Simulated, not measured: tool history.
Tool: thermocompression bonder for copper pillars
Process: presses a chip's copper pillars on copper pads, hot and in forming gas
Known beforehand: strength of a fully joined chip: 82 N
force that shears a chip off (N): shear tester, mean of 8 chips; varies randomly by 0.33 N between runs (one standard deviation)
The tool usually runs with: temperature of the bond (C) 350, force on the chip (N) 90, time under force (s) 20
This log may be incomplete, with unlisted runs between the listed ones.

run,hour,temperature of the bond (C),force on the chip (N),time under force (s),force that shears a chip off (N)
1,0,350,90,20,31.2
2,9.3,350,90,20,31.1
3,23.1,350,90,20,31.3
4,36.4,350,90,20,31.8
5,42.3,350,74,20,28.1
6,54,350,74,20,28
7,66.9,350,74,20,28.2
8,73.6,350,74,20,28.2

Expected results for the next run?
9,87.2,350,74,20,?

{"run 9": {"force that shears a chip off (N)": 28.4}}
Minus the tool's unlogged condition, the same run would have read force that shears a chip off (N) 28.2.
